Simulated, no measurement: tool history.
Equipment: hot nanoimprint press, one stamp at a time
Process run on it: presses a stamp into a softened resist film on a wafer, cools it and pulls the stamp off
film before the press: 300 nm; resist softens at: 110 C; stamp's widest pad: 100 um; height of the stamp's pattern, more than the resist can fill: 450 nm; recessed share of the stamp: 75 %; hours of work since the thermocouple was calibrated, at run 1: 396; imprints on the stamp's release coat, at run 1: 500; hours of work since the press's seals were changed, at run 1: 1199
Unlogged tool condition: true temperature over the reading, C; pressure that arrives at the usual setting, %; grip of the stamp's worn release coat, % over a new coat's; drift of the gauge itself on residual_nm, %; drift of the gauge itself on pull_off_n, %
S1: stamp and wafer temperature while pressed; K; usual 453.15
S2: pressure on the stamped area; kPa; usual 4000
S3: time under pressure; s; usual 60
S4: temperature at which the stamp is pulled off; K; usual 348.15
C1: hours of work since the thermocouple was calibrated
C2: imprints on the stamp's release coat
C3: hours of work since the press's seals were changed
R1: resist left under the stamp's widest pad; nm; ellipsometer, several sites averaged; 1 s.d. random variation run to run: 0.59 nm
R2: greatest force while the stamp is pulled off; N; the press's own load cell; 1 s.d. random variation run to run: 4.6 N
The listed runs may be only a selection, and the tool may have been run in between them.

run 1 hour=0.0 | S1=453.15 S2=4000 S3=60 S4=348.15 | C1=396 C2=500 C3=1199 | R1=138.6 R2=270
run 2 hour=42.5 | S1=453.15 S2=4000 S3=60 S4=348.15 | C1=418 C2=631 C3=1222 | R1=139.7 R2=275
run 3 hour=78.5 | S1=453.15 S2=4000 S3=60 S4=348.15 | C1=437 C2=743 C3=1241 | R1=139.6 R2=293
run 4 hour=111.0 | S1=453.15 S2=4000 S3=60 S4=348.15 | C1=455 C2=843 C3=1258 | R1=138.2 R2=310
-- hour=172.9 press's hydraulic seals changed and the load cell set to zero
run 5 hour=178.3 | S1=453.15 S2=4000 S3=60 S4=348.15 | C1=486 C2=1027 C3=3 | R1=131.0 R2=320
-- hour=209.9 plate thermocouple calibrated
-- hour=215.9 stamp cleaned and given a new release coat
run 6 hour=224.3 | S1=453.15 S2=4290 S3=60 S4=348.15 | C1=4 C2=26 C3=22 | R1=123.9 R2=220
run 7 hour=256.4 | S1=453.15 S2=4000 S3=60 S4=348.15 | C1=21 C2=125 C3=39 | R1=129.2 R2=234
run 8 hour=312.6 | S1=453.15 S2=4000 S3=60 S4=348.15 | C1=51 C2=299 C3=69 | R1=128.4 R2=244
run 9 hour=351.4 | S1=453.15 S2=4000 S3=60 S4=348.15 | C1=71 C2=419 C3=89 | R1=129.4 R2=260
run 10 hour=384.2 | S1=445.15 S2=4000 S3=60 S4=348.15 | C1=89 C2=521 C3=107 | R1=178.3 R2=257
run 11 hour=438.5 | S1=445.15 S2=4000 S3=60 S4=348.15 | C1=117 C2=689 C3=135 | R1=177.4 R2=290
run 12 hour=489.0 | S1=445.15 S2=4000 S3=60 S4=348.15 | C1=144 C2=845 C3=162 | R1=176.7 R2=296
-- hour=545.0 plate thermocouple calibrated, once more
run 13 hour=551.6 | S1=445.15 S2=4000 S3=60 S4=334.15 | C1=4 C2=1029 C3=193 | R1=188.9 R2=447
-- hour=585.2 stamp cleaned and given a new release coat
run 14 hour=615.1 | S1=445.15 S2=4000 S3=60 S4=334.15 | C1=34 C2=93 C3=223 | R1=187.2 R2=330
run 15 hour=669.0 | S1=455.15 S2=4000 S3=60 S4=348.15 | C1=62 C2=260 C3=252 | R1=127.4 R2=248
run 16 hour=725.9 | S1=448.15 S2=3320 S3=60 S4=348.15 | C1=92 C2=436 C3=282 | R1=182.8 R2=269
run 17 hour=770.5 | S1=448.15 S2=3320 S3=60 S4=348.15 | C1=116 C2=574 C3=305 | R1=183.2 R2=275
run 18 hour=822.0 | S1=453.15 S2=4750 S3=85 S4=348.15 | C1=143 C2=733 C3=332 | R1=110.7 R2=303
run 19 hour=890.5 | S1=453.15 S2=4750 S3=85 S4=348.15 | C1=179 C2=945 C3=369 | R1=110.3 R2=316
-- hour=948.1 stamp cleaned and given a new release coat
run 20 hour=948.1 | S1=457.15 S2=3520 S3=60 S4=348.15 | C1=206 C2=0 C3=396 | R1=125.1 R2=226

Per-run results on a tool with no hidden state, each run keeping its own random variation:
run=1 R1=137.8 R2=228
run=2 R1=139.0 R2=221
run=3 R1=139.0 R2=227
run=4 R1=137.7 R2=232
run=5 R1=137.5 R2=226
run=6 R1=132.3 R2=227
run=7 R1=138.0 R2=232
run=8 R1=137.4 R2=226
run=9 R1=138.6 R2=231
run=10 R1=190.3 R2=219
run=11 R1=189.6 R2=234
run=12 R1=189.2 R2=226
run=13 R1=189.2 R2=307
run=14 R1=187.8 R2=319
run=15 R1=127.9 R2=225
run=16 R1=184.0 R2=229
run=17 R1=184.7 R2=223
run=18 R1=111.3 R2=233
run=19 R1=111.1 R2=225
run=20 R1=126.6 R2=230
